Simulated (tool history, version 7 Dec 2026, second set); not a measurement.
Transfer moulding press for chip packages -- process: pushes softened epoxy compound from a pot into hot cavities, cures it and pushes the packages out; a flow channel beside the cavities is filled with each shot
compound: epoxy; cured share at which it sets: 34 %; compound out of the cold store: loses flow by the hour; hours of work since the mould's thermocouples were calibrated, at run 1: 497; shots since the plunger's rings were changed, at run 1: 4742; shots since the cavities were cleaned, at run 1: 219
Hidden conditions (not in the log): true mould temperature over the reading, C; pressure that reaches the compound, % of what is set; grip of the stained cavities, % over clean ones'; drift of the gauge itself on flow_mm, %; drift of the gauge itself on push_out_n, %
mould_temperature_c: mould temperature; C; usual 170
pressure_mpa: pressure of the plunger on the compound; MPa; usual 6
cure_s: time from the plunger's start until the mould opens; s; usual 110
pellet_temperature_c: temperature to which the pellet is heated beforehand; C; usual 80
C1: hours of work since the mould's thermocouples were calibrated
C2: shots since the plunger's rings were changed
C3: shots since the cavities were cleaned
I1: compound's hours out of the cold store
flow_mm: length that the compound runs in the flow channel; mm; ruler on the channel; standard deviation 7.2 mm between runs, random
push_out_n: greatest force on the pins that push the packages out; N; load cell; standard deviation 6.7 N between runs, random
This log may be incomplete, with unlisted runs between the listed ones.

run 1 hour=0 | mould_temperature_c=170 pressure_mpa=6 cure_s=110 pellet_temperature_c=80 | C1=497 C2=4742 C3=219 | I1=25.1 | flow_mm=738 push_out_n=336
run 2 hour=11.1 | mould_temperature_c=170 pressure_mpa=6 cure_s=110 pellet_temperature_c=80 | C1=506 C2=4896 C3=373 | I1=39.4 | flow_mm=716 push_out_n=366
-- hour=21.4 plunger's sealing rings changed
run 3 hour=22 | mould_temperature_c=170 pressure_mpa=6 cure_s=110 pellet_temperature_c=80 | C1=512 C2=9 C3=490 | I1=38.6 | flow_mm=788 push_out_n=351
-- hour=33 cavities cleaned with cleaning compound and waxed
run 4 hour=39.1 | mould_temperature_c=170 pressure_mpa=6 cure_s=126 pellet_temperature_c=80 | C1=524 C2=226 C3=85 | I1=22.4 | flow_mm=812 push_out_n=267
run 5 hour=48.8 | mould_temperature_c=170 pressure_mpa=6 cure_s=126 pellet_temperature_c=80 | C1=532 C2=360 C3=219 | I1=40.8 | flow_mm=790 push_out_n=277
run 6 hour=61.7 | mould_temperature_c=170 pressure_mpa=6 cure_s=126 pellet_temperature_c=80 | C1=542 C2=539 C3=398 | I1=39.8 | flow_mm=778 push_out_n=322
run 7 hour=69.8 | mould_temperature_c=170 pressure_mpa=6 cure_s=126 pellet_temperature_c=80 | C1=548 C2=651 C3=510 | I1=42.1 | flow_mm=771 push_out_n=321
-- hour=78 cavities cleaned with cleaning compound and waxed
run 8 hour=79.9 | mould_temperature_c=170 pressure_mpa=6 cure_s=126 pellet_temperature_c=80 | C1=555 C2=771 C3=26 | I1=15.5 | flow_mm=819 push_out_n=268
run 9 hour=92.5 | mould_temperature_c=170 pressure_mpa=6 cure_s=126 pellet_temperature_c=80 | C1=564 C2=947 C3=202 | I1=45.3 | flow_mm=764 push_out_n=279
run 10 hour=99.9 | mould_temperature_c=170 pressure_mpa=6 cure_s=126 pellet_temperature_c=80 | C1=570 C2=1049 C3=304 | I1=40.4 | flow_mm=761 push_out_n=302
run 11 hour=113.5 | mould_temperature_c=170 pressure_mpa=6 cure_s=126 pellet_temperature_c=80 | C1=580 C2=1238 C3=493 | I1=19.7 | flow_mm=815 push_out_n=324
-- hour=123.1 cavities cleaned with cleaning compound and waxed
run 12 hour=130.5 | mould_temperature_c=170 pressure_mpa=6 cure_s=126 pellet_temperature_c=80 | C1=592 C2=1454 C3=103 | I1=33.6 | flow_mm=777 push_out_n=262
run 13 hour=141 | mould_temperature_c=170 pressure_mpa=6.14 cure_s=110 pellet_temperature_c=80 | C1=600 C2=1599 C3=248 | I1=8.9 | flow_mm=830 push_out_n=349
-- hour=145.6 mould's thermocouples calibrated
run 14 hour=159.9 | mould_temperature_c=170 pressure_mpa=6.14 cure_s=110 pellet_temperature_c=80 | C1=11 C2=1835 C3=484 | I1=36.8 | flow_mm=770 push_out_n=334

Run 15 is up next; what results do you expect?
-- hour=170.2 cavities cleaned with cleaning compound and waxed
run 15 hour=174.3 | mould_temperature_c=169 pressure_mpa=6.11 cure_s=118 pellet_temperature_c=87 | C1=21 C2=2014 C3=57 | I1=28.5 | flow_mm=? push_out_n=?

flow_mm: 781 mm
push_out_n: 262 N
The same run, on a tool lacking any hidden state, would have yielded flow_mm 815 mm, push_out_n 247 N.

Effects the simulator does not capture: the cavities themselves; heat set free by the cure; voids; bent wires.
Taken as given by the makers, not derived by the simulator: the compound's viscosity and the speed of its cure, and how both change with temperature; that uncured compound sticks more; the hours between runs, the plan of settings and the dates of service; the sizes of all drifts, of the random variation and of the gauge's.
